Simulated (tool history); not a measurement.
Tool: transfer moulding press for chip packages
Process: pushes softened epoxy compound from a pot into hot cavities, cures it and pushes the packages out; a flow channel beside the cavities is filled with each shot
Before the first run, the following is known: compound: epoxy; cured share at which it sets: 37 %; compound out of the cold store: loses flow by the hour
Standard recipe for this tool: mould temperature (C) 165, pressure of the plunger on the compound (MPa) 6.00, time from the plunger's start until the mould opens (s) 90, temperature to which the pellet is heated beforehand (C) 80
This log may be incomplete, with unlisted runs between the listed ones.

| run | hour | mould temperature (C) | pressure of the plunger on the compound (MPa) | time from the plunger's start until the mould opens (s) | temperature to which the pellet is heated beforehand (C) | incoming compound's hours out of the cold store | length that the compound runs in the flow channel (mm) | greatest force on the pins that push the packages out (N) |
|---|---|---|---|---|---|---|---|---|
| 1 | 0.0 | 165 | 6.00 | 90 | 80 | 34.0 | 494 | 197 |
|  | 38.4 | cavities cleaned with cleaning compound and waxed |
| 2 | 59.4 | 165 | 4.93 | 90 | 80 | 16.3 | 456 | 250 |
|  | 74.8 | cavities cleaned with cleaning compound and waxed |
|  | 110.0 | cavities cleaned with cleaning compound and waxed |
| 3 | 112.1 | 165 | 4.93 | 90 | 80 | 30.6 | 444 | 207 |
|  | 145.0 | cavities cleaned with cleaning compound and waxed |
|  | 179.5 | cavities cleaned with cleaning compound and waxed |
| 4 | 199.6 | 165 | 6.00 | 90 | 80 | 16.7 | 501 | 258 |
|  | 213.5 | cavities cleaned with cleaning compound and waxed |
|  | 250.9 | cavities cleaned with cleaning compound and waxed |
| 5 | 271.1 | 165 | 6.00 | 90 | 75 | 19.7 | 488 | 253 |
|  | 290.6 | cavities cleaned with cleaning compound and waxed |
|  | 328.2 | cavities cleaned with cleaning compound and waxed |
| 6 | 328.2 | 165 | 6.00 | 87 | 75 | 25.9 | 473 | 211 |
|  | 364.2 | cavities cleaned with cleaning compound and waxed |
| 7 | 377.0 | 165 | 6.00 | 116 | 80 | 42.5 | 440 | 221 |
|  | 402.2 | plunger's sealing rings changed |
|  | 403.7 | cavities cleaned with cleaning compound and waxed |
| 8 | 428.1 | 168 | 6.00 | 77 | 80 | 37.7 | 488 | 265 |
|  | 441.9 | cavities cleaned with cleaning compound and waxed |
|  | 477.8 | cavities cleaned with cleaning compound and waxed |
| 9 | 493.0 | 170 | 5.25 | 90 | 84 | 41.8 | 455 | 230 |
|  | 514.9 | cavities cleaned with cleaning compound and waxed |
|  | 549.8 | cavities cleaned with cleaning compound and waxed |
| 10 | 569.3 | 159 | 5.50 | 90 | 78 | 23.4 | 504 | 316 |
|  | 583.9 | cavities cleaned with cleaning compound and waxed |
|  | 617.1 | cavities cleaned with cleaning compound and waxed |
| 11 | 617.1 | 166 | 6.21 | 100 | 80 | 44.9 | 481 | 214 |
|  | 652.1 | cavities cleaned with cleaning compound and waxed |
|  | 685.2 | cavities cleaned with cleaning compound and waxed |
| 12 | 688.7 | 159 | 7.16 | 75 | 87 | 42.4 | 527 | 365 |
|  | 721.0 | cavities cleaned with cleaning compound and waxed |
|  | 748.2 | mould's thermocouples calibrated |
|  | 756.5 | cavities cleaned with cleaning compound and waxed |
|  | 790.0 | cavities cleaned with cleaning compound and waxed |
| 13 | 790.0 | 159 | 7.16 | 75 | 87 | 29.3 | 539 | 349 |
|  | 829.8 | cavities cleaned with cleaning compound and waxed |
|  | 869.3 | cavities cleaned with cleaning compound and waxed |
| 14 | 881.7 | 165 | 6.00 | 117 | 80 | 38.9 | 459 | 236 |

Consider 4 possible next runs. They are alternatives, not a sequence: every one starts from the tool as it was left by run 14. What does each give?
|  | 903.6 | cavities cleaned with cleaning compound and waxed |
|  | 942.9 | cavities cleaned with cleaning compound and waxed |
|  | 960.2 | plunger's sealing rings changed |
| A | 972.4 | 165 | 4.61 | 117 | 83 | 46.8 | ? | ? |
|  | 903.6 | cavities cleaned with cleaning compound and waxed |
|  | 942.9 | cavities cleaned with cleaning compound and waxed |
|  | 960.2 | plunger's sealing rings changed |
| B | 972.4 | 165 | 6.00 | 104 | 80 | 43.4 | ? | ? |
|  | 903.6 | cavities cleaned with cleaning compound and waxed |
|  | 942.9 | cavities cleaned with cleaning compound and waxed |
|  | 960.2 | plunger's sealing rings changed |
| C | 972.4 | 164 | 6.00 | 76 | 75 | 34.5 | ? | ? |
|  | 903.6 | cavities cleaned with cleaning compound and waxed |
|  | 942.9 | cavities cleaned with cleaning compound and waxed |
|  | 960.2 | plunger's sealing rings changed |
| D | 972.4 | 165 | 4.98 | 90 | 86 | 44.0 | ? | ? |

| run | length that the compound runs in the flow channel (mm) | greatest force on the pins that push the packages out (N) |
|---|---|---|
| A | 423 | 254 |
| B | 494 | 254 |
| C | 506 | 339 |
| D | 449 | 274 |
Without the tool's hidden state the same runs would have given:
| run | length that the compound runs in the flow channel (mm) | greatest force on the pins that push the packages out (N) |
|---|---|---|
| A | 423 | 190 |
| B | 495 | 188 |
| C | 506 | 245 |
| D | 450 | 202 |

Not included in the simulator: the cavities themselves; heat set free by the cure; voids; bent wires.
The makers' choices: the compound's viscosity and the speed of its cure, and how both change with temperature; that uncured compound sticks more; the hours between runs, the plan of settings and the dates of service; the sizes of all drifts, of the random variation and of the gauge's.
